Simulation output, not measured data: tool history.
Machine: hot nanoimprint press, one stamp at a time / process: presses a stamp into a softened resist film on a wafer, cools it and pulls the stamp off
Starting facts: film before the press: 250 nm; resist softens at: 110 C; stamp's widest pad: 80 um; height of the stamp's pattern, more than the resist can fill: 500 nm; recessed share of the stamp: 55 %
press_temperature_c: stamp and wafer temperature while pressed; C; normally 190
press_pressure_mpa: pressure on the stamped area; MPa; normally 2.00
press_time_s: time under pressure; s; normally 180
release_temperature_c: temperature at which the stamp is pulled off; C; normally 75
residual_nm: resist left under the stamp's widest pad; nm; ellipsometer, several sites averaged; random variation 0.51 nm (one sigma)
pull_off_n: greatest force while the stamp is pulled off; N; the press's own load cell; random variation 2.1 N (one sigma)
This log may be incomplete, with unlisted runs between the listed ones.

run    day  press_temperature_c  press_pressure_mpa  press_time_s  release_temperature_c  residual_nm  pull_off_n
  1  0.000                  190                2.00           180                     75         91.2         131
  2  0.425                  190                2.00           180                     75         92.0         143
     0.758  -- stamp cleaned and given a new release coat
  3  0.925                  190                2.00           180                     75         91.9          97
  4  1.392                  190                2.00           180                     75         92.0          96
  5  1.679                  190                2.00           180                     75         92.4         101
  6  2.117                  190                2.00           180                     75         91.9          98
  7  2.350                  190                2.00           180                     75         91.6          98
  8  2.612                  190                2.00           180                     66         91.9         121
  9  2.817                  189                2.00            98                     75        117.4         101
 10  3.162                  178                1.82           212                     63        150.7         128
 11  3.571                  192                2.00           286                     81         71.7          86
 12  3.958                  192                2.00           286                     81         71.5          90
     4.162  -- plate thermocouple calibrated
 13  4.292                  192                2.00           286                     81         72.4          93
 14  4.533                  188                1.24           180                     75        129.0         106

Forecast each of these 5 alternatives for the next run:
  A  4.921                  195                1.24           180                     62            ?           ?
  B  4.921                  190                2.00           180                     76            ?           ?
  C  4.921                  198                2.33           112                     75            ?           ?
  D  4.921                  189                2.26           180                     67            ?           ?
  E  4.921                  188                1.24           180                     71            ?           ?

run  residual_nm  pull_off_n
  A         99.9         139
  B         91.7         104
  C         71.4         107
  D         88.0         120
  E        128.6         115
With the hidden condition removed and each run's random variation left untouched, the same runs would have given:
run  residual_nm  pull_off_n
  A         99.0         123
  B         90.5          92
  C         70.4          95
  D         86.7         106
  E        127.5         101

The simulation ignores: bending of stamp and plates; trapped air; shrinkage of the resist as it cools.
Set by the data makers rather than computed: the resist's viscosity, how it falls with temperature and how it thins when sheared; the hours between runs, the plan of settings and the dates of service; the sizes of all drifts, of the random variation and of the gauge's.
